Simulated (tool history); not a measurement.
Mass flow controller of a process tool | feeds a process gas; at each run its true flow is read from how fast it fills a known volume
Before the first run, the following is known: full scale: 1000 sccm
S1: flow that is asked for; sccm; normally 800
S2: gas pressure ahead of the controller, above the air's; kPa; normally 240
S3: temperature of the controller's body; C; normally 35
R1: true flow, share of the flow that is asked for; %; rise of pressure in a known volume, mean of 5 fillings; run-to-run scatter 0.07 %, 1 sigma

Run 1, day 0: usual settings. Result: R1 98.58 %.
Run 2, day 4.108: usual settings but S3 32 C. Result: R1 98.61 %.
Run 3, day 11.388: usual settings but S3 32 C. Result: R1 98.63 %.
Run 4, day 16.042: usual settings but S3 32 C. Result: R1 98.66 %.
Run 5, day 22.171: usual settings but S3 32 C. Result: R1 98.53 %.
Run 6, day 27.883: usual settings but S3 24 C. Result: R1 99.12 %.
Run 7, day 33.804: usual settings but S3 24 C. Result: R1 99.09 %.
Run 8, day 40.617: usual settings but S3 32 C. Result: R1 98.59 %.
Run 9, day 43.904: usual settings but S3 32 C. Result: R1 98.73 %.
Run 10, day 49.071: usual settings but S3 32 C. Result: R1 98.56 %.
Run 11, day 53.85: usual settings but S1 643 sccm. Result: R1 98.09 %.
Run 12, day 58.692: usual settings but S1 643 sccm. Result: R1 97.95 %.
Run 13, day 63.042: usual settings but S1 643 sccm. Result: R1 97.98 %.
Run 14, day 66.996: usual settings but S1 643 sccm. Result: R1 98.08 %.
Run 15, day 71.304: usual settings. Result: R1 98.26 %.
Run 16, day 77.908: usual settings but S3 25 C. Result: R1 99.09 %.
Run 17, day 85.062: usual settings but S3 22 C. Result: R1 99.24 %.
Run 18, day 90.792: usual settings but S3 22 C. Result: R1 99.21 %.
Run 19, day 95.067: usual settings but S3 22 C. Result: R1 99.1 %.
Run 20, day 101.392: usual settings but S2 238 kPa. Result: R1 98.43 %.
Run 21, day 108.508: usual settings but S2 238 kPa. Result: R1 98.45 %.
At day 109.183: controller's zero set anew.
Run 22, day 116.271: usual settings but S2 238 kPa. Result: R1 98.38 %.
Run 23, day 121.883: usual settings but S2 238 kPa. Result: R1 98.57 %.
At day 126.117: controller's zero set anew, once more.
Run 24, day 126.117: usual settings but S2 238 kPa. Result: R1 97.94 %.
Run 25, day 134.038: usual settings but S1 261 sccm, S2 219 kPa, S3 21 C. Result: R1 97.47 %.
Run 26, day 139.5: usual settings but S2 249 kPa. Result: R1 97.85 %.
Run 27, day 146.275: usual settings but S1 650 sccm, S2 249 kPa, S3 37 C. Result: R1 97.24 %.
Run 28, day 153.358: usual settings but S1 650 sccm, S2 249 kPa, S3 37 C. Result: R1 97.39 %.
Run 29, day 159.417: usual settings but S1 170 sccm. Result: R1 96.23 %.
Run 30, day 164: usual settings but S1 170 sccm. Result: R1 96.5 %.
Run 31, day 167.638: usual settings but S2 187 kPa. Result: R1 97.83 %.
Run 32, day 174.304: usual settings but S2 187 kPa. Result: R1 97.89 %.
Run 33, day 181.096: usual settings but S1 451 sccm, S2 278 kPa, S3 21 C. Result: R1 97.74 %.
Run 34, day 186.65: usual settings but S1 451 sccm, S2 278 kPa, S3 21 C. Result: R1 97.77 %.
Run 35, day 193.133: usual settings but S1 564 sccm, S2 175 kPa, S3 31 C. Result: R1 97.65 %.
Run 36, day 198.625: usual settings but S1 564 sccm, S2 192 kPa, S3 24 C. Result: R1 97.91 %.
Run 37, day 202.179: usual settings but S2 149 kPa, S3 25 C. Result: R1 98.35 %.
Run 38, day 206.929: usual settings but S2 149 kPa, S3 25 C. Result: R1 98.48 %.
Run 39, day 212.292: usual settings but S2 149 kPa, S3 25 C. Result: R1 98.45 %.
Run 40, day 215.767: usual settings but S2 149 kPa, S3 26 C. Result: R1 98.5 %.
Run 41, day 221.642: usual settings but S1 513 sccm, S2 159 kPa, S3 25 C. Result: R1 97.73 %.
Run 42, day 228.208: usual settings but S1 202 sccm, S2 159 kPa, S3 25 C. Result: R1 97.47 %.
Run 43, day 234.2: usual settings but S1 389 sccm, S2 144 kPa, S3 21 C. Result: R1 97.8 %.
Run 44, day 239.412: usual settings but S1 429 sccm, S2 216 kPa, S3 24 C. Result: R1 97.65 %.
Run 45, day 247.088: usual settings but S1 161 sccm, S2 250 kPa, S3 24 C. Result: R1 98 %.
Run 46, day 251.204: usual settings but S1 161 sccm, S2 250 kPa, S3 24 C. Result: R1 97.77 %.
Run 47, day 257.629: usual settings but S1 161 sccm, S2 250 kPa, S3 24 C. Result: R1 98.02 %.

Predict each of these 3 candidate next runs independently; none follows another, all start after run 47:
Run A, day 263.154: usual settings but S2 242 kPa, S3 20 C. Result: R1 ?.
Run B, day 263.154: usual settings but S1 173 sccm, S2 250 kPa, S3 24 C. Result: R1 ?.
Run C, day 263.154: usual settings but S1 273 sccm, S2 196 kPa. Result: R1 ?.

run     R1
  A  98.67
  B  97.86
  C     97
With the hidden condition removed and each run's random variation left untouched, the same runs would have given:
run     R1
  A   99.7
  B  97.61
  C  97.35
